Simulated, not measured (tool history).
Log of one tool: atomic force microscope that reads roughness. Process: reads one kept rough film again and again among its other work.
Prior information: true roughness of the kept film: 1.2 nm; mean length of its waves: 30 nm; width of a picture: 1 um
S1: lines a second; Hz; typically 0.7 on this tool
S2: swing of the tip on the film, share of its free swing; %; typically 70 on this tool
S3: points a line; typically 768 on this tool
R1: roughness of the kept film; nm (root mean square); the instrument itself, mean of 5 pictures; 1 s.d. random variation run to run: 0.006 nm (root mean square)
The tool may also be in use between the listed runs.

run	hour	S1	S2	S3	R1
1	0	0.7	70	768	1.109
# hour 7.5: new tip fitted
2	17.9	0.7	70	768	1.118
3	39.4	0.7	70	768	1.12
4	52.1	0.7	70	768	1.112
5	67.4	0.7	70	768	1.113
6	83.5	1.316	70	768	1.085
7	99.2	1.316	70	283	1.092
8	110	2.383	85	952	0.975
9	122.4	0.56	71	984	1.122
# hour 134.3: new tip fitted
10	139.9	3.297	65	932	1.052
11	150.7	0.802	61	647	1.112
12	165	2.758	76	768	1.014

What does the tool deliver on the next run?
13	178.6	2.758	76	768	?

Run 13 yielded R1 1.007 nm (root mean square).
Were there no unlogged condition in the tool, this run, its random variation unchanged, would have produced R1 1.008 nm (root mean square).

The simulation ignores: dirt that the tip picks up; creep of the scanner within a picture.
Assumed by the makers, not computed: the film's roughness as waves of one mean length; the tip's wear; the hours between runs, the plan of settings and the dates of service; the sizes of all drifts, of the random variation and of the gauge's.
